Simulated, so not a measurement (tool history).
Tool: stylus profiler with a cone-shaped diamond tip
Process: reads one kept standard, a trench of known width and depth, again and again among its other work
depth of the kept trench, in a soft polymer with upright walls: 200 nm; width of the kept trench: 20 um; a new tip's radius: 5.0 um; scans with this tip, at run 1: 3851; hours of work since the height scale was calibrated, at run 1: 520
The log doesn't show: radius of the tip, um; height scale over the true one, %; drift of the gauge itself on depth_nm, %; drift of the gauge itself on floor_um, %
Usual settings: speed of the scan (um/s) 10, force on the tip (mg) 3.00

run     day  speed of the scan (um/s)  force on the tip (mg)  scans with this tip  hours of work since the height scale was calibrated  depth of the trench (nm)  width of the trench's floor (nm)
  1   0.000                        10                   3.00                 3851                                                  520                    202.45                             17050
  2   0.808                        10                   3.00                 3938                                                  531                    202.22                             16940
  3   2.508                        10                   3.00                 4120                                                  556                    202.16                             16990
  4   3.725                         5                   3.00                 4251                                                  574                    202.57                             16990
  5   4.879                        10                   5.02                 4375                                                  590                    203.24                             17030
  6   5.925                        10                   5.02                 4487                                                  605                    203.21                             16980
  7   7.246                        10                   5.02                 4629                                                  625                    203.63                             16940
  8   8.462                        10                   5.02                 4759                                                  642                    203.46                             16960
  9   9.788                         4                   3.00                 4902                                                  661                    202.35                             16990
 10  11.533                         4                   3.00                 5089                                                  687                    202.17                             16990
 11  12.900                         4                   2.06                 5235                                                  706                    201.66                             16970
 12  14.004                         4                   2.06                 5354                                                  722                    201.44                             16970
 13  14.942                         9                   3.00                 5454                                                  736                    202.30                             16950
 14  15.750                         9                   3.00                 5541                                                  748                    202.24                             16880
 15  17.462                        10                   3.00                 5725                                                  772                    202.19                             16900
 16  19.117                        10                   3.00                 5902                                                  796                    202.13                             16850
 17  20.712                        10                   2.14                 6074                                                  819                    201.44                             16840
 18  22.329                        36                   7.82                 6247                                                  843                    204.72                             16780
 19  23.500                        29                   1.14                 6373                                                  860                    200.96                             16680
 20  25.225                        30                   6.49                 6558                                                  885                    204.08                             16820
 21  26.954                        30                   6.49                 6744                                                  910                    203.80                             16790
 22  28.662                         8                   4.17                 6927                                                  935                    202.73                             16830
 23  30.196                         8                   4.17                 7091                                                  957                    202.67                             16830
 24  31.171                         8                   4.17                 7196                                                  971                    202.91                             16830
 25  32.250                         9                   6.45                 7312                                                  987                    203.75                             16820
 26  33.154                         9                   6.45                 7409                                                 1000                    203.80                             16850
 27  34.775                        22                   8.63                 7582                                                 1023                    204.88                             16860
 28  36.075                         8                   3.17                 7722                                                 1042                    202.05                             16800
 29  37.900                         6                   5.31                 7918                                                 1068                    203.16                             16830
 30  38.862                        23                   4.67                 8021                                                 1082                    202.80                             16770
 31  39.933                        12                   7.45                 8136                                                 1098                    204.24                             16770
 32  41.804                         5                   4.00                 8337                                                 1125                    202.55                             16800

4 ways to go on from here, each from the tool as it stands after run 32. What would each give?
  A  42.917                         6                   3.68                 8456                                                 1141                         ?                                 ?
  B  42.917                        10                   6.99                 8456                                                 1141                         ?                                 ?
  C  42.917                        30                   3.78                 8456                                                 1141                         ?                                 ?
  D  42.917                         7                   2.71                 8456                                                 1141                         ?                                 ?

run  depth of the trench (nm)  width of the trench's floor (nm)
  A                    202.35                             16750
  B                    203.93                             16840
  C                    202.36                             16670
  D                    202.02                             16800
Without the tool's hidden state the same runs would have given:
run  depth of the trench (nm)  width of the trench's floor (nm)
  A                    202.89                             17120
  B                    204.47                             17220
  C                    202.89                             17050
  D                    202.56                             17180
